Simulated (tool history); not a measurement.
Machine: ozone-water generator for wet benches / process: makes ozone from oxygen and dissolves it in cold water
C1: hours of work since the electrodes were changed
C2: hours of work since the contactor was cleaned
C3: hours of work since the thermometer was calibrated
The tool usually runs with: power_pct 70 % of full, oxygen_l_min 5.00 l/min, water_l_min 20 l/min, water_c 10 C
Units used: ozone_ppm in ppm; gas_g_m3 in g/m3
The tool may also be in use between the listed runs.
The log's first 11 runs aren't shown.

{"run": 12, "hour": 1208.7, "power_pct": 70, "oxygen_l_min": 5.0, "water_l_min": 20, "water_c": 10, "C1": 1061, "C2": 4057, "C3": 803, "ozone_ppm": 32.8, "gas_g_m3": 277.3}
{"run": 13, "hour": 1284.8, "power_pct": 70, "oxygen_l_min": 5.0, "water_l_min": 20, "water_c": 10, "C1": 1108, "C2": 4105, "C3": 851, "ozone_ppm": 33.0, "gas_g_m3": 274.9}
{"run": 14, "hour": 1390.5, "power_pct": 70, "oxygen_l_min": 5.0, "water_l_min": 20, "water_c": 10, "C1": 1174, "C2": 4170, "C3": 917, "ozone_ppm": 32.9, "gas_g_m3": 275.2}
{"run": 15, "hour": 1460.4, "power_pct": 70, "oxygen_l_min": 7.66, "water_l_min": 20, "water_c": 10, "C1": 1218, "C2": 4214, "C3": 960, "ozone_ppm": 35.1, "gas_g_m3": 232.6}
{"run": 16, "hour": 1611.7, "power_pct": 70, "oxygen_l_min": 3.78, "water_l_min": 20, "water_c": 10, "C1": 1312, "C2": 4308, "C3": 1054, "ozone_ppm": 30.8, "gas_g_m3": 310.5}
{"run": 17, "hour": 1758.5, "power_pct": 50, "oxygen_l_min": 4.94, "water_l_min": 20, "water_c": 10, "C1": 1403, "C2": 4400, "C3": 1146, "ozone_ppm": 24.5, "gas_g_m3": 208.8}
{"run": 18, "hour": 1835.3, "power_pct": 82, "oxygen_l_min": 6.13, "water_l_min": 24, "water_c": 6, "C1": 1451, "C2": 4447, "C3": 1193, "ozone_ppm": 34.4, "gas_g_m3": 293.5}
{"run": 19, "hour": 1937.0, "power_pct": 61, "oxygen_l_min": 6.13, "water_l_min": 24, "water_c": 6, "C1": 1514, "C2": 4511, "C3": 1257, "ozone_ppm": 26.2, "gas_g_m3": 225.6}
{"run": 20, "hour": 2045.1, "power_pct": 61, "oxygen_l_min": 6.13, "water_l_min": 24, "water_c": 6, "C1": 1582, "C2": 4578, "C3": 1324, "ozone_ppm": 26.4, "gas_g_m3": 228.2}
{"run": 21, "hour": 2142.7, "power_pct": 41, "oxygen_l_min": 5.0, "water_l_min": 20, "water_c": 5, "C1": 1642, "C2": 4639, "C3": 1385, "ozone_ppm": 21.6, "gas_g_m3": 173.7}
{"run": 22, "hour": 2283.6, "power_pct": 99, "oxygen_l_min": 6.15, "water_l_min": 31, "water_c": 12, "C1": 1730, "C2": 4727, "C3": 1473, "ozone_ppm": 28.9, "gas_g_m3": 342.8}
{"run": 23, "hour": 2393.0, "power_pct": 70, "oxygen_l_min": 5.0, "water_l_min": 29, "water_c": 10, "C1": 1798, "C2": 4795, "C3": 1541, "ozone_ppm": 22.4, "gas_g_m3": 280.9}
{"hour": 2497.5, "done": "contactor cleaned"}
{"run": 24, "hour": 2505.3, "power_pct": 51, "oxygen_l_min": 5.57, "water_l_min": 20, "water_c": 10, "C1": 1866, "C2": 5, "C3": 1608, "ozone_ppm": 25.6, "gas_g_m3": 202.5}
{"hour": 2598.5, "done": "gauge calibrated"}
{"run": 25, "hour": 2634.0, "power_pct": 51, "oxygen_l_min": 5.57, "water_l_min": 20, "water_c": 10, "C1": 1946, "C2": 85, "C3": 1688, "ozone_ppm": 25.3, "gas_g_m3": 198.2}
{"run": 26, "hour": 2727.6, "power_pct": 51, "oxygen_l_min": 5.57, "water_l_min": 20, "water_c": 10, "C1": 2004, "C2": 143, "C3": 1747, "ozone_ppm": 25.6, "gas_g_m3": 198.0}
{"run": 27, "hour": 2877.1, "power_pct": 70, "oxygen_l_min": 5.0, "water_l_min": 13, "water_c": 16, "C1": 2097, "C2": 236, "C3": 1840, "ozone_ppm": 43.9, "gas_g_m3": 274.4}
{"run": 28, "hour": 2991.5, "power_pct": 70, "oxygen_l_min": 2.6, "water_l_min": 18, "water_c": 14, "C1": 2169, "C2": 308, "C3": 1911, "ozone_ppm": 29.8, "gas_g_m3": 356.1}
{"run": 29, "hour": 3125.5, "power_pct": 70, "oxygen_l_min": 2.6, "water_l_min": 18, "water_c": 14, "C1": 2252, "C2": 391, "C3": 1994, "ozone_ppm": 29.8, "gas_g_m3": 356.6}
{"run": 30, "hour": 3260.5, "power_pct": 70, "oxygen_l_min": 2.6, "water_l_min": 18, "water_c": 14, "C1": 2336, "C2": 475, "C3": 2078, "ozone_ppm": 29.5, "gas_g_m3": 362.2}

Below are 4 alternative next runs, each starting from the tool's condition after run 30. Predict each:
{"run": "A", "hour": 3378.5, "power_pct": 70, "oxygen_l_min": 2.6, "water_l_min": 18, "water_c": 17, "C1": 2409, "C2": 549, "C3": 2152, "ozone_ppm": "?", "gas_g_m3": "?"}
{"run": "B", "hour": 3378.5, "power_pct": 54, "oxygen_l_min": 5.0, "water_l_min": 17, "water_c": 16, "C1": 2409, "C2": 549, "C3": 2152, "ozone_ppm": "?", "gas_g_m3": "?"}
{"run": "C", "hour": 3378.5, "power_pct": 43, "oxygen_l_min": 6.08, "water_l_min": 12, "water_c": 14, "C1": 2409, "C2": 549, "C3": 2152, "ozone_ppm": "?", "gas_g_m3": "?"}
{"run": "D", "hour": 3378.5, "power_pct": 43, "oxygen_l_min": 5.0, "water_l_min": 23, "water_c": 10, "C1": 2409, "C2": 549, "C3": 2152, "ozone_ppm": "?", "gas_g_m3": "?"}

run=A ozone_ppm=28.7 gas_g_m3=360.8
run=B ozone_ppm=28.0 gas_g_m3=217.8
run=C ozone_ppm=30.8 gas_g_m3=165.5
run=D ozone_ppm=18.7 gas_g_m3=181.5
With no hidden state in the tool, these same runs would have given:
run=A ozone_ppm=28.7 gas_g_m3=358.0
run=B ozone_ppm=28.0 gas_g_m3=216.1
run=C ozone_ppm=30.9 gas_g_m3=164.2
run=D ozone_ppm=18.7 gas_g_m3=180.1
